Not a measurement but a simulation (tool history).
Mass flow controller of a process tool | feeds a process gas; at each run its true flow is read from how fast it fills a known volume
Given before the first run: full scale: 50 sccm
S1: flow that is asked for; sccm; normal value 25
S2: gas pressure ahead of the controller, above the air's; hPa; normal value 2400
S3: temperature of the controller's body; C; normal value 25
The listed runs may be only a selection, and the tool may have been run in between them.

run 1 day=0.000 | S1=25 S2=2400 S3=25 | true_flow_(%)=96.80
run 2 day=2.679 | S1=25 S2=2400 S3=25 | true_flow_(%)=96.67
run 3 day=6.267 | S1=25 S2=2400 S3=28 | true_flow_(%)=96.75
run 4 day=10.017 | S1=25 S2=2400 S3=28 | true_flow_(%)=96.67
run 5 day=15.046 | S1=25 S2=2400 S3=35 | true_flow_(%)=96.94
run 6 day=17.638 | S1=25 S2=2400 S3=35 | true_flow_(%)=96.88
run 7 day=20.454 | S1=9 S2=2400 S3=25 | true_flow_(%)=94.38
run 8 day=23.438 | S1=9 S2=2400 S3=25 | true_flow_(%)=94.16
run 9 day=26.958 | S1=9 S2=2400 S3=25 | true_flow_(%)=94.24
run 10 day=32.125 | S1=9 S2=2400 S3=25 | true_flow_(%)=94.07
run 11 day=34.908 | S1=9 S2=2400 S3=24 | true_flow_(%)=93.94
run 12 day=39.442 | S1=9 S2=2400 S3=34 | true_flow_(%)=94.29
run 13 day=44.175 | S1=25 S2=2400 S3=38 | true_flow_(%)=96.75
run 14 day=48.800 | S1=25 S2=2400 S3=25 | true_flow_(%)=96.09
run 15 day=53.983 | S1=25 S2=2400 S3=25 | true_flow_(%)=96.06
run 16 day=56.558 | S1=25 S2=2400 S3=25 | true_flow_(%)=95.99
run 17 day=58.971 | S1=12 S2=2200 S3=25 | true_flow_(%)=94.44
run 18 day=64.029 | S1=25 S2=1650 S3=22 | true_flow_(%)=96.33
run 19 day=66.842 | S1=25 S2=1650 S3=22 | true_flow_(%)=96.41
run 20 day=71.717 | S1=25 S2=1650 S3=32 | true_flow_(%)=96.59
run 21 day=76.521 | S1=7 S2=2400 S3=20 | true_flow_(%)=92.08
run 22 day=80.575 | S1=11 S2=1640 S3=20 | true_flow_(%)=93.99
run 23 day=83.021 | S1=30 S2=2400 S3=25 | true_flow_(%)=96.17

Estimate the outcome of run 24 from the log above:
run 24 day=87.454 | S1=9 S2=2400 S3=25 | true_flow_(%)=?

Run 24 measured true flow (%) 93.04.
If the tool had no hidden condition, the same run with the same run-to-run variation would have returned true flow (%) 98.06.
